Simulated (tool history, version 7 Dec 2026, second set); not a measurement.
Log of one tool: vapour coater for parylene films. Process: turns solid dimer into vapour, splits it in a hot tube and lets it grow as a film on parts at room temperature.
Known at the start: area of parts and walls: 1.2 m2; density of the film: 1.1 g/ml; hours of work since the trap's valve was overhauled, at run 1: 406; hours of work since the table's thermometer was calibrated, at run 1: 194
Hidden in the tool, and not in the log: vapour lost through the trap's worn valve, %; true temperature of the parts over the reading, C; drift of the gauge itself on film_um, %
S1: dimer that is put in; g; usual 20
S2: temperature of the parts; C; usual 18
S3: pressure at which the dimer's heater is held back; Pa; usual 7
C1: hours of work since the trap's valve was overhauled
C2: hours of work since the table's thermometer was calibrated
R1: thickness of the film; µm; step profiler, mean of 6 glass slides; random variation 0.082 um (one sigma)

run	hour	S1	S2	S3	C1	C2	R1
1	0	20	18	7	406	194	9.33
2	31.2	20	18	7	428	215	9.3
3	81.4	20	23	7	462	250	7.88
# hour 114.2: trap's valve overhauled
4	122	18	23	7	5	275	7.6
5	171.7	14	18	7	39	309	6.94
6	199.7	20	25	7	58	328	7.85
7	235.7	20	18	9.5	83	352	9.12
8	279.8	20	18	5.4	113	382	10.23
9	315.7	20	18	5.4	137	407	10.29
10	367.9	20	18	5.4	173	442	10.14
11	399.5	20	18	5.4	194	464	10.2
12	422.8	20	12	5.4	210	480	12.33
13	446.3	20	18	7	226	496	9.56
14	489.1	20	18	3.49	256	525	11.06
15	519	20	18	3.49	276	545	10.94
16	557.1	20	11	7	302	571	11.84

Run 17 comes next. What will it give?
17	604	20	13	7	334	603	?

{"run 17": {"R1": 11.08}}
Without the tool's hidden state the same run would have given R1 11.78 µm.

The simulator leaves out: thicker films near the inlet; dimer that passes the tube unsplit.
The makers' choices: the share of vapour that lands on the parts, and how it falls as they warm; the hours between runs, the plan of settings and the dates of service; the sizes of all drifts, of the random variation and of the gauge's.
